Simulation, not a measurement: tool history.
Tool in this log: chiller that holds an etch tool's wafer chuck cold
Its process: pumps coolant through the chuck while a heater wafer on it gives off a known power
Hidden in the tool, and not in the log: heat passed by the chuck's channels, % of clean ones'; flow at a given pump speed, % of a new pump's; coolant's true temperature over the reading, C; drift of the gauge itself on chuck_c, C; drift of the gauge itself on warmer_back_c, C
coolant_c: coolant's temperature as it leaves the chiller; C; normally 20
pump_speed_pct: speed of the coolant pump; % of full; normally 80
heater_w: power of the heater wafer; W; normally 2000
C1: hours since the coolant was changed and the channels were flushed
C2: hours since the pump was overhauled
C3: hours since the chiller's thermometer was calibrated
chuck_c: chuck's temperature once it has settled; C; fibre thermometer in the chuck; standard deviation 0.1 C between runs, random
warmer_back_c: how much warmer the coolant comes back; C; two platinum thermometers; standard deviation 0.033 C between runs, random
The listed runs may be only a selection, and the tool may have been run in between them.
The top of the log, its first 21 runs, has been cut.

Run 22, hour 2649.1: usual settings but coolant_c 30 C, pump_speed_pct 73 % of full, heater_w 1259 W; C1 2165; C2 6769; C3 1612. Result: chuck_c 45.2 C, warmer_back_c 3.33 C.
Run 23, hour 2732.9: usual settings but coolant_c 30 C, pump_speed_pct 73 % of full, heater_w 1259 W; C1 2249; C2 6852; C3 1696. Result: chuck_c 45.2 C, warmer_back_c 3.33 C.
Run 24, hour 2855.4: usual settings but coolant_c 30 C, pump_speed_pct 73 % of full, heater_w 1259 W; C1 2371; C2 6975; C3 1818. Result: chuck_c 45.3 C, warmer_back_c 3.34 C.
Run 25, hour 2968.1: usual settings but coolant_c 30 C, pump_speed_pct 73 % of full, heater_w 1259 W; C1 2484; C2 7088; C3 1931. Result: chuck_c 45.3 C, warmer_back_c 3.39 C.
Run 26, hour 3050.4: usual settings but heater_w 1681 W; C1 2566; C2 7170; C3 2013. Result: chuck_c 39 C, warmer_back_c 4.08 C.
Run 27, hour 3137.6: usual settings but coolant_c 10 C, pump_speed_pct 94 % of full, heater_w 1105 W; C1 2653; C2 7257; C3 2100. Result: chuck_c 21.1 C, warmer_back_c 2.26 C.
Run 28, hour 3215.4: usual settings but coolant_c 10 C, pump_speed_pct 94 % of full, heater_w 1105 W; C1 2731; C2 7335; C3 2178. Result: chuck_c 21.5 C, warmer_back_c 2.23 C.
Run 29, hour 3397.6: usual settings but coolant_c 29 C, pump_speed_pct 94 % of full, heater_w 1925 W; C1 2913; C2 7517; C3 2360. Result: chuck_c 48.6 C, warmer_back_c 3.97 C.
Run 30, hour 3480.8: usual settings; C1 2997; C2 7600; C3 2444. Result: chuck_c 43 C, warmer_back_c 4.86 C.
Run 31, hour 3640.6: usual settings but pump_speed_pct 65 % of full, heater_w 1192 W; C1 3156; C2 7760; C3 2603. Result: chuck_c 36.5 C, warmer_back_c 3.66 C.

3 options for the next run, each taken on its own from the tool as it stands now. Forecast them:
Run A, hour 3814: usual settings but pump_speed_pct 65 % of full, heater_w 1811 W; C1 3330; C2 7934; C3 2777. Result: chuck_c ?, warmer_back_c ?.
Run B, hour 3814: usual settings but coolant_c 26 C, pump_speed_pct 65 % of full, heater_w 1192 W; C1 3330; C2 7934; C3 2777. Result: chuck_c ?, warmer_back_c ?.
Run C, hour 3814: usual settings but coolant_c 13 C, pump_speed_pct 65 % of full, heater_w 1080 W; C1 3330; C2 7934; C3 2777. Result: chuck_c ?, warmer_back_c ?.

run  chuck_c  warmer_back_c
  A     44.9           5.61
  B     42.7           3.59
  C     27.9           3.32
What these runs would have given with no unlogged condition in the tool:
run  chuck_c  warmer_back_c
  A       41            4.9
  B     40.1           3.13
  C     25.5            2.9
